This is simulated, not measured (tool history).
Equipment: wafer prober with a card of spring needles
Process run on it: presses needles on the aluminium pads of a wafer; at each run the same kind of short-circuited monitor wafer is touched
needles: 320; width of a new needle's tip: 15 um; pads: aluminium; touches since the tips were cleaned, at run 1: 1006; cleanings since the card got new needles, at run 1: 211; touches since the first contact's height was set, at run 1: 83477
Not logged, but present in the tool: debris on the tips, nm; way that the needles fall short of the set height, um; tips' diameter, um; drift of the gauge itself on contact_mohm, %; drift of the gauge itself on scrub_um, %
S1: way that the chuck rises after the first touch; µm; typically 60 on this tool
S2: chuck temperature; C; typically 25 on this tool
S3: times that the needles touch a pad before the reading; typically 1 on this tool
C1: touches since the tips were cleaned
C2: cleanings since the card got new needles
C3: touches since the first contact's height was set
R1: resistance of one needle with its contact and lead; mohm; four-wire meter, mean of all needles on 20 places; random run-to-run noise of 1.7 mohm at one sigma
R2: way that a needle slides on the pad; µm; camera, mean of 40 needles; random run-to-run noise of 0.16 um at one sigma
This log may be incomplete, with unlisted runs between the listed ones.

run	hour	S1	S2	S3	C1	C2	C3	R1	R2
1	0	60	25	1	1006	211	83477	204	16.06
# hour 7.8: tips cleaned on abrasive film
# hour 18.1: tips cleaned on abrasive film
# hour 30.7: tips cleaned on abrasive film
# hour 43.5: tips cleaned on abrasive film
# hour 53.8: tips cleaned on abrasive film
2	56.1	60	25	1	668	216	99648	196	15.68
# hour 66.5: tips cleaned on abrasive film
# hour 79.3: tips cleaned on abrasive film
# hour 89.7: tips cleaned on abrasive film
# hour 100: tips cleaned on abrasive film
3	109	60	25	1	2608	220	114888	232	15.57
# hour 111.6: tips cleaned on abrasive film
# hour 124.5: tips cleaned on abrasive film
# hour 124.8: height of the first contact set anew
# hour 135.1: tips cleaned on abrasive film
4	144.2	60	25	1	2629	223	5601	238	14.96
# hour 146.8: tips cleaned on abrasive film
# hour 157.1: tips cleaned on abrasive film
# hour 167.5: tips cleaned on abrasive film
# hour 177.8: tips cleaned on abrasive film
# hour 188.8: tips cleaned on abrasive film
5	188.8	60	25	1	0	228	18427	176	15.16
# hour 201.6: tips cleaned on abrasive film
# hour 214.4: tips cleaned on abrasive film
# hour 227.3: tips cleaned on abrasive film
# hour 237.9: tips cleaned on abrasive film
6	237.9	60	25	1	0	232	32588	173	14.78
# hour 248.2: tips cleaned on abrasive film
# hour 261.1: tips cleaned on abrasive film
# hour 273.3: tips cleaned on abrasive film
7	273.3	60	25	1	0	235	42790	181	15.02
# hour 286.2: tips cleaned on abrasive film
# hour 296.5: tips cleaned on abrasive film
# hour 306.8: tips cleaned on abrasive film
8	308	60	25	1	353	238	52801	192	14.67
# hour 318.3: tips cleaned on abrasive film
# hour 331.2: tips cleaned on abrasive film
# hour 341.5: tips cleaned on abrasive film
9	348.2	60	25	1	1945	241	64405	236	14.67
# hour 353.4: tips cleaned on abrasive film
# hour 366.3: tips cleaned on abrasive film
# hour 376.7: tips cleaned on abrasive film
# hour 389.4: tips cleaned on abrasive film
10	392.1	60	25	1	795	245	77039	206	14.11
# hour 399.9: tips cleaned on abrasive film
# hour 410.2: tips cleaned on abrasive film
# hour 420.5: tips cleaned on abrasive film
# hour 430.9: tips cleaned on abrasive film
# hour 441.2: tips cleaned on abrasive film
11	450.1	60	25	1	2597	250	93758	245	14.53
# hour 452.8: tips cleaned on abrasive film
# hour 465.8: height of the first contact set anew, once more
# hour 465.9: tips cleaned on abrasive film
# hour 476.2: tips cleaned on abrasive film
12	476.8	48	25	1	182	253	3154	186	12.99
# hour 487.2: tips cleaned on abrasive film
# hour 499.9: tips cleaned on abrasive film
# hour 512.8: tips cleaned on abrasive film
13	517.8	48	25	1	1452	256	14966	241	12.93
# hour 525.5: tips cleaned on abrasive film
# hour 538.2: tips cleaned on abrasive film
14	545.2	66	25	1	2023	258	22879	214	18.15
# hour 550.3: tips cleaned on abrasive film
# hour 560.6: tips cleaned on abrasive film
# hour 573.4: tips cleaned on abrasive film
# hour 583.7: tips cleaned on abrasive film
15	590.2	60	42	1	1891	262	35858	225	16.09
# hour 595.4: tips cleaned on abrasive film
# hour 608.2: tips cleaned on abrasive film
# hour 621: tips cleaned on abrasive film
# hour 631.3: tips cleaned on abrasive film
16	635.5	60	42	1	1207	266	48893	216	15.89
# hour 643.2: tips cleaned on abrasive film
# hour 653.6: tips cleaned on abrasive film
# hour 663.9: tips cleaned on abrasive film
# hour 676.6: tips cleaned on abrasive film
# hour 688.7: tips cleaned on abrasive film
17	688.7	60	29	1	0	271	64223	176	16.08
# hour 699: tips cleaned on abrasive film
# hour 711.8: tips cleaned on abrasive film
# hour 722.1: tips cleaned on abrasive film
# hour 734.9: tips cleaned on abrasive film
18	743.7	60	29	1	2564	275	80093	236	15.94
# hour 746.4: tips cleaned on abrasive film
# hour 759.1: tips cleaned on abrasive film
# hour 769.5: tips cleaned on abrasive film
# hour 782.3: tips cleaned on abrasive film
19	782.8	43	25	3	145	279	91352	186	11.37
# hour 793.2: tips cleaned on abrasive film
# hour 803.5: tips cleaned on abrasive film
# hour 816.2: tips cleaned on abrasive film
# hour 826.5: tips cleaned on abrasive film
20	832.1	60	25	3	1616	283	105551	192	15.63
# hour 837.3: tips cleaned on abrasive film
# hour 850.1: tips cleaned on abrasive film
# hour 860.4: tips cleaned on abrasive film
# hour 870.8: tips cleaned on abrasive film
# hour 878.7: height of the first contact set anew
# hour 881.4: tips cleaned on abrasive film
21	884.5	77	52	2	899	288	1643	186	20.99
# hour 892.2: tips cleaned on abrasive film
# hour 902.6: tips cleaned on abrasive film
# hour 915.3: tips cleaned on abrasive film
# hour 928.1: tips cleaned on abrasive film
22	933.9	77	52	2	1673	292	15891	192	21.14
# hour 939.1: tips cleaned on abrasive film
# hour 949.4: tips cleaned on abrasive film
# hour 959.7: tips cleaned on abrasive film
# hour 970.1: tips cleaned on abrasive film
# hour 982.9: tips cleaned on abrasive film
23	986.8	77	66	2	1112	297	31120	194	20.74
# hour 994.4: tips cleaned on abrasive film
# hour 1007.3: tips cleaned on abrasive film
24	1016	77	66	2	2550	299	39570	197	21.03
# hour 1018.7: tips cleaned on abrasive film
# hour 1031.5: tips cleaned on abrasive film
# hour 1041.9: tips cleaned on abrasive film
# hour 1052.2: tips cleaned on abrasive film
# hour 1062.5: tips cleaned on abrasive film
25	1066.4	51	31	2	1127	304	54058	213	13.49

Hidden state or all else? Some run-to-run changes of R1, split into what the settings, what came in and random variation would give without the hidden state, and what is left for the hidden state (with any gauge scatter that isn't in both results):
Run 4 -> 5: tips cleaned on abrasive film, tips cleaned on abrasive film, tips cleaned on abrasive film, tips cleaned on abrasive film, tips cleaned on abrasive film. R1 -62 mohm: hidden state -59, all else -3.
Run 11 -> 12: S1 60 -> 48, tips cleaned on abrasive film, height of the first contact set anew, once more, tips cleaned on abrasive film, tips cleaned on abrasive film. R1 -59 mohm: hidden state -59, all else +0.
Run 17 -> 18: tips cleaned on abrasive film, tips cleaned on abrasive film, tips cleaned on abrasive film, tips cleaned on abrasive film. R1 +60 mohm: hidden state +55, all else +5.
